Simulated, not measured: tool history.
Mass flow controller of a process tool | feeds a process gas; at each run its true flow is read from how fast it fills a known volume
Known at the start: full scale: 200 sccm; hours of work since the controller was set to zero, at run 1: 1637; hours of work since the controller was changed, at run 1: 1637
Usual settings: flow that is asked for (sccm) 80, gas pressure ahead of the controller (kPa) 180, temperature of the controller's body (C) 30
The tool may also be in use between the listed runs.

run	day	flow that is asked for (sccm)	gas pressure ahead of the controller (kPa)	temperature of the controller's body (C)	hours of work since the controller was set to zero	hours of work since the controller was changed	true flow (%)
1	0.000	80	180	30	1637	1637	97.93
2	12.596	80	180	30	1749	1749	97.77
3	20.062	80	180	30	1815	1815	97.78
4	25.575	80	180	21	1863	1863	98.73
5	38.625	80	180	30	1979	1979	97.77
6	51.704	80	180	30	2094	2094	97.72
7	59.071	80	180	30	2159	2159	97.66
8	66.242	80	180	30	2223	2223	97.70
9	77.758	25	180	30	2325	2325	95.23
10	87.596	80	164	30	2411	2411	97.76
11	98.892	80	164	30	2511	2511	97.66
# day 99.621: controller's zero set anew
12	110.883	152	180	30	100	2617	98.60
13	117.942	152	180	30	162	2680	98.66
14	130.971	152	180	30	277	2795	98.36
15	144.242	62	180	30	394	2912	96.85
16	154.717	25	180	29	487	3005	94.18

Run 17 comes next. What will it give?
17	167.100	60	180	29	596	3114	?

Run 17 gave true flow (%) 96.84.
Without the tool's hidden state the same run would have given true flow (%) 98.61.
